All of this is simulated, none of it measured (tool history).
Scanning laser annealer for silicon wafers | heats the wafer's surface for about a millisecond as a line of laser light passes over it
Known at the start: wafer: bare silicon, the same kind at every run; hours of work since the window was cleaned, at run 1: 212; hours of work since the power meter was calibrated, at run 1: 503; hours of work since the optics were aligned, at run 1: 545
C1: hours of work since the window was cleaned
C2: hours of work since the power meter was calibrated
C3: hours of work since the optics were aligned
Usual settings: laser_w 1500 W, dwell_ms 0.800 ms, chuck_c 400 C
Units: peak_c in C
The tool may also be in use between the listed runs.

run 1 hour=0.0 | laser_w=1500 dwell_ms=0.800 chuck_c=400 | C1=212 C2=503 C3=545 | peak_c=1101
run 2 hour=38.3 | laser_w=1500 dwell_ms=0.800 chuck_c=400 | C1=241 C2=531 C3=574 | peak_c=1105
run 3 hour=65.7 | laser_w=1353 dwell_ms=0.800 chuck_c=400 | C1=262 C2=552 C3=594 | peak_c=1012
run 4 hour=87.3 | laser_w=1500 dwell_ms=0.800 chuck_c=400 | C1=278 C2=569 C3=611 | peak_c=1098
run 5 hour=122.7 | laser_w=1500 dwell_ms=0.800 chuck_c=400 | C1=305 C2=595 C3=637 | peak_c=1092
run 6 hour=140.9 | laser_w=1500 dwell_ms=0.800 chuck_c=400 | C1=319 C2=609 C3=651 | peak_c=1095
run 7 hour=158.2 | laser_w=1500 dwell_ms=0.800 chuck_c=400 | C1=332 C2=622 C3=664 | peak_c=1092
run 8 hour=185.7 | laser_w=1332 dwell_ms=0.800 chuck_c=400 | C1=353 C2=643 C3=685 | peak_c=988
run 9 hour=211.3 | laser_w=1332 dwell_ms=0.800 chuck_c=400 | C1=372 C2=662 C3=704 | peak_c=990
run 10 hour=250.9 | laser_w=1500 dwell_ms=0.800 chuck_c=400 | C1=402 C2=692 C3=734 | peak_c=1086
run 11 hour=272.7 | laser_w=1500 dwell_ms=0.800 chuck_c=400 | C1=418 C2=708 C3=751 | peak_c=1085
run 12 hour=309.1 | laser_w=1500 dwell_ms=0.800 chuck_c=400 | C1=446 C2=736 C3=778 | peak_c=1083
run 13 hour=334.2 | laser_w=1500 dwell_ms=0.800 chuck_c=400 | C1=465 C2=755 C3=797 | peak_c=1076
run 14 hour=352.3 | laser_w=1500 dwell_ms=0.800 chuck_c=400 | C1=478 C2=769 C3=811 | peak_c=1077
run 15 hour=373.3 | laser_w=1500 dwell_ms=0.800 chuck_c=392 | C1=494 C2=784 C3=827 | peak_c=1066
run 16 hour=399.7 | laser_w=1494 dwell_ms=0.825 chuck_c=405 | C1=514 C2=804 C3=847 | peak_c=1087
run 17 hour=420.7 | laser_w=1494 dwell_ms=0.825 chuck_c=405 | C1=530 C2=820 C3=862 | peak_c=1084
-- hour=445.3 optics aligned, line set to its width
run 18 hour=445.3 | laser_w=1518 dwell_ms=0.825 chuck_c=423 | C1=545 C2=835 C3=0 | peak_c=1128
run 19 hour=469.2 | laser_w=1308 dwell_ms=0.842 chuck_c=423 | C1=563 C2=853 C3=18 | peak_c=1008
run 20 hour=492.5 | laser_w=1500 dwell_ms=0.800 chuck_c=422 | C1=581 C2=871 C3=36 | peak_c=1104
-- hour=511.3 window over the wafer cleaned
run 21 hour=528.8 | laser_w=1500 dwell_ms=0.800 chuck_c=422 | C1=13 C2=897 C3=62 | peak_c=1142
run 22 hour=553.6 | laser_w=1500 dwell_ms=0.800 chuck_c=422 | C1=32 C2=915 C3=80 | peak_c=1144
run 23 hour=570.4 | laser_w=1500 dwell_ms=0.800 chuck_c=422 | C1=45 C2=928 C3=93 | peak_c=1141
run 24 hour=609.4 | laser_w=1356 dwell_ms=0.692 chuck_c=422 | C1=74 C2=957 C3=122 | peak_c=1004
run 25 hour=641.8 | laser_w=1356 dwell_ms=0.692 chuck_c=422 | C1=99 C2=982 C3=147 | peak_c=1005
run 26 hour=680.1 | laser_w=1356 dwell_ms=0.692 chuck_c=422 | C1=127 C2=1011 C3=176 | peak_c=1001

How the hidden state differs across the entries between the runs, from the last listed run before each to the first after it:
Between runs 17 and 18: optics aligned, line set to its width (hour 445.3)
  light that passes the window, % of a clean one's: 95.34 -> 95.21; laser's true power over the reading, %: -0.67 -> -0.68; width of the line over the set one, %: 2.81 -> 0.2
  measured less the result without the state, peak_c: -66 -> -55 C
Between runs 20 and 21: window over the wafer cleaned (hour 511.3)
  light that passes the window, % of a clean one's: 94.9 -> 99.42; laser's true power over the reading, %: -0.7 -> -0.72; width of the line over the set one, %: 0.31 -> 0.38
  measured less the result without the state, peak_c: -56 -> -15 C
